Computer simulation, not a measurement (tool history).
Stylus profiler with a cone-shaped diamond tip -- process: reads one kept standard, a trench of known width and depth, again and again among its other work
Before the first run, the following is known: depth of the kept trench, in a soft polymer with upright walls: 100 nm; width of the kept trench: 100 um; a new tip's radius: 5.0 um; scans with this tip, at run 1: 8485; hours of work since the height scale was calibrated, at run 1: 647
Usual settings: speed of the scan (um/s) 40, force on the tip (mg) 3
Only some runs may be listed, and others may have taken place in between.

run,day,speed of the scan (um/s),force on the tip (mg),scans with this tip,hours of work since the height scale was calibrated,depth of the trench (Å),width of the trench's floor (nm)
1,0,40,3,8485,647,1012.5,96670
2,3.367,40,3,8984,685,1012.1,96640
3,5.679,40,3,9326,711,1012.1,96560
4,9.892,40,3,9951,759,1012.6,96520
# day 11.383: new tip fitted, height scale calibrated
5,13.588,40,3,326,25,1013.6,97810
6,15.925,40,3,673,51,1013.6,97790
7,18.325,10,1.18,1028,78,1007,97790
8,20.712,10,1.18,1382,105,1007.8,97700
9,23.696,10,1.18,1824,139,1006.9,97650
10,27.958,86,1.07,2456,187,1006.3,97010
11,31.85,86,2.75,3033,231,1012.8,97210
12,35.367,43,1.21,3554,271,1007,97190

Below are 5 alternative next runs, each starting from the tool's condition after run 12. Predict each:
A,37.342,128,3,3846,293,?,?
B,37.342,14,2.81,3846,293,?,?
C,37.342,43,3.11,3846,293,?,?
D,37.342,11,7.1,3846,293,?,?
E,37.342,52,4.92,3846,293,?,?

run,depth of the trench (Å),width of the trench's floor (nm)
A,1013.3,96940
B,1012.7,97400
C,1013,97250
D,1024,97450
E,1018.5,97290
Had the tool no hidden state, the same runs would have come out as:
run,depth of the trench (Å),width of the trench's floor (nm)
A,1014,97530
B,1013.4,97990
C,1013.6,97840
D,1024.6,98040
E,1019.2,97880
